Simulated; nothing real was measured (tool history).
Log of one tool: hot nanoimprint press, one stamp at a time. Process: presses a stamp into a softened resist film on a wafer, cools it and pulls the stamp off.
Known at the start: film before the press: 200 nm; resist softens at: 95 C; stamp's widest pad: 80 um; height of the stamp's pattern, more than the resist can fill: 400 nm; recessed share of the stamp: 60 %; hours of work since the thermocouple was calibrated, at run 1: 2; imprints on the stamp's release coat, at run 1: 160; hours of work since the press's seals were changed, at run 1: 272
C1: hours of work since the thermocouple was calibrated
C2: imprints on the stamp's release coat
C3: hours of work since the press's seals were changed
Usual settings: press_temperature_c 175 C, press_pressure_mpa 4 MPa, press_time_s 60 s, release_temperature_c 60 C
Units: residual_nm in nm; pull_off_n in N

Run 1, hour 0: usual settings; C1 2; C2 160; C3 272. Result: residual_nm 89.1 nm, pull_off_n 204 N.
Run 2, hour 49.5: usual settings; C1 27; C2 250; C3 298. Result: residual_nm 89.4 nm, pull_off_n 197 N.
Run 3, hour 99.1: usual settings; C1 53; C2 340; C3 323. Result: residual_nm 89.9 nm, pull_off_n 210 N.
Run 4, hour 151: usual settings; C1 80; C2 434; C3 350. Result: residual_nm 89.9 nm, pull_off_n 213 N.
Run 5, hour 185.7: usual settings but release_temperature_c 66 C; C1 98; C2 497; C3 368. Result: residual_nm 90.6 nm, pull_off_n 195 N.
Run 6, hour 246.1: usual settings but press_time_s 68 s; C1 130; C2 606; C3 400. Result: residual_nm 86.6 nm, pull_off_n 215 N.
Run 7, hour 281.8: usual settings but press_time_s 68 s; C1 148; C2 671; C3 419. Result: residual_nm 87.6 nm, pull_off_n 218 N.
At hour 293.3: stamp cleaned and given a new release coat.
Run 8, hour 334.3: usual settings; C1 173; C2 74; C3 443. Result: residual_nm 92.1 nm, pull_off_n 198 N.
Run 9, hour 372.9: usual settings but release_temperature_c 57 C; C1 193; C2 144; C3 463. Result: residual_nm 91.8 nm, pull_off_n 214 N.
Run 10, hour 409.8: usual settings but release_temperature_c 57 C; C1 212; C2 211; C3 482. Result: residual_nm 92.5 nm, pull_off_n 218 N.
Run 11, hour 440.6: usual settings but release_temperature_c 57 C; C1 228; C2 267; C3 498. Result: residual_nm 92.1 nm, pull_off_n 213 N.
At hour 448.7: plate thermocouple calibrated.
Run 12, hour 473: usual settings but release_temperature_c 57 C; C1 13; C2 320; C3 513. Result: residual_nm 93.2 nm, pull_off_n 221 N.
Run 13, hour 518.8: usual settings but release_temperature_c 57 C; C1 37; C2 403; C3 537. Result: residual_nm 92.5 nm, pull_off_n 218 N.
Run 14, hour 561.2: usual settings but release_temperature_c 57 C; C1 59; C2 480; C3 559. Result: residual_nm 94.1 nm, pull_off_n 224 N.
Run 15, hour 591.7: usual settings; C1 74; C2 535; C3 575. Result: residual_nm 93.6 nm, pull_off_n 216 N.
Run 16, hour 637.4: usual settings; C1 98; C2 618; C3 599. Result: residual_nm 93.8 nm, pull_off_n 222 N.
Run 17, hour 666.5: usual settings but press_temperature_c 165 C, press_pressure_mpa 4.76 MPa; C1 113; C2 671; C3 614. Result: residual_nm 123.6 nm, pull_off_n 222 N.
At hour 678.1: stamp cleaned and given a new release coat.
Run 18, hour 710.3: usual settings but press_pressure_mpa 2.48 MPa, release_temperature_c 62 C; C1 133; C2 58; C3 634. Result: residual_nm 116.7 nm, pull_off_n 194 N.
At hour 731.9: plate thermocouple calibrated, once more.
Run 19, hour 765.2: usual settings but press_pressure_mpa 4.08 MPa, release_temperature_c 62 C; C1 17; C2 152; C3 661. Result: residual_nm 89.4 nm, pull_off_n 192 N.
Run 20, hour 802.1: usual settings but press_pressure_mpa 4.08 MPa, release_temperature_c 62 C; C1 37; C2 219; C3 680. Result: residual_nm 88.5 nm, pull_off_n 199 N.
Run 21, hour 845.2: usual settings but press_pressure_mpa 4.08 MPa, release_temperature_c 62 C; C1 59; C2 297; C3 702. Result: residual_nm 89.4 nm, pull_off_n 202 N.
Run 22, hour 907: usual settings but press_pressure_mpa 4.08 MPa, press_time_s 35 s, release_temperature_c 56 C; C1 91; C2 409; C3 735. Result: residual_nm 108.1 nm, pull_off_n 220 N.
At hour 943.7: press's hydraulic seals changed and the load cell set to zero.
Run 23, hour 964.9: usual settings but press_time_s 81 s, release_temperature_c 63 C; C1 117; C2 500; C3 11. Result: residual_nm 81 nm, pull_off_n 204 N.
Run 24, hour 1020.4: usual settings but press_temperature_c 171 C, press_pressure_mpa 3.44 MPa, press_time_s 57 s, release_temperature_c 54 C; C1 146; C2 600; C3 40. Result: residual_nm 113.6 nm, pull_off_n 236 N.
At hour 1071.2: stamp cleaned and given a new release coat.
Run 25, hour 1087.6: usual settings but press_temperature_c 171 C, press_pressure_mpa 3.44 MPa, press_time_s 54 s, release_temperature_c 47 C; C1 178; C2 30; C3 72. Result: residual_nm 115.4 nm, pull_off_n 235 N.
Run 26, hour 1138.3: usual settings but press_temperature_c 177 C, press_pressure_mpa 3.11 MPa, press_time_s 37 s, release_temperature_c 57 C; C1 204; C2 122; C3 98. Result: residual_nm 112.9 nm, pull_off_n 207 N.
Run 27, hour 1196.9: usual settings but press_temperature_c 185 C, press_pressure_mpa 5.84 MPa, press_time_s 117 s, release_temperature_c 57 C; C1 235; C2 228; C3 129. Result: residual_nm 40.3 nm, pull_off_n 218 N.
Run 28, hour 1261.9: usual settings but press_temperature_c 185 C, press_pressure_mpa 5.84 MPa, press_time_s 117 s, release_temperature_c 57 C; C1 269; C2 346; C3 163. Result: residual_nm 39.9 nm, pull_off_n 223 N.
Run 29, hour 1302.8: usual settings but press_temperature_c 185 C, press_pressure_mpa 5.84 MPa, press_time_s 117 s, release_temperature_c 57 C; C1 290; C2 420; C3 184. Result: residual_nm 40.4 nm, pull_off_n 226 N.
Run 30, hour 1359.5: usual settings but press_pressure_mpa 2.59 MPa; C1 319; C2 522; C3 213. Result: residual_nm 113.4 nm, pull_off_n 210 N.
Run 31, hour 1391.2: usual settings but press_temperature_c 173 C, press_pressure_mpa 4.07 MPa, press_time_s 38 s, release_temperature_c 57 C; C1 336; C2 580; C3 230. Result: residual_nm 115.9 nm, pull_off_n 228 N.

3 ways to go on from here, each from the tool as it stands after run 31. What would each give?
Run A, hour 1423.9: usual settings but press_temperature_c 170 C, press_pressure_mpa 4.07 MPa, press_time_s 102 s, release_temperature_c 45 C; C1 353; C2 639; C3 247. Result: residual_nm ?, pull_off_n ?.
Run B, hour 1423.9: usual settings but press_temperature_c 166 C, press_pressure_mpa 3.33 MPa, press_time_s 33 s, release_temperature_c 57 C; C1 353; C2 639; C3 247. Result: residual_nm ?, pull_off_n ?.
Run C, hour 1423.9: usual settings but press_temperature_c 173 C, press_pressure_mpa 2.67 MPa, press_time_s 40 s, release_temperature_c 57 C; C1 353; C2 639; C3 247. Result: residual_nm ?, pull_off_n ?.

run  residual_nm  pull_off_n
  A         92.5         269
  B        154.3         235
  C        132.8         230
Without the tool's hidden state the same runs would have given:
run  residual_nm  pull_off_n
  A         87.6         239
  B        149.5         209
  C        127.9         204

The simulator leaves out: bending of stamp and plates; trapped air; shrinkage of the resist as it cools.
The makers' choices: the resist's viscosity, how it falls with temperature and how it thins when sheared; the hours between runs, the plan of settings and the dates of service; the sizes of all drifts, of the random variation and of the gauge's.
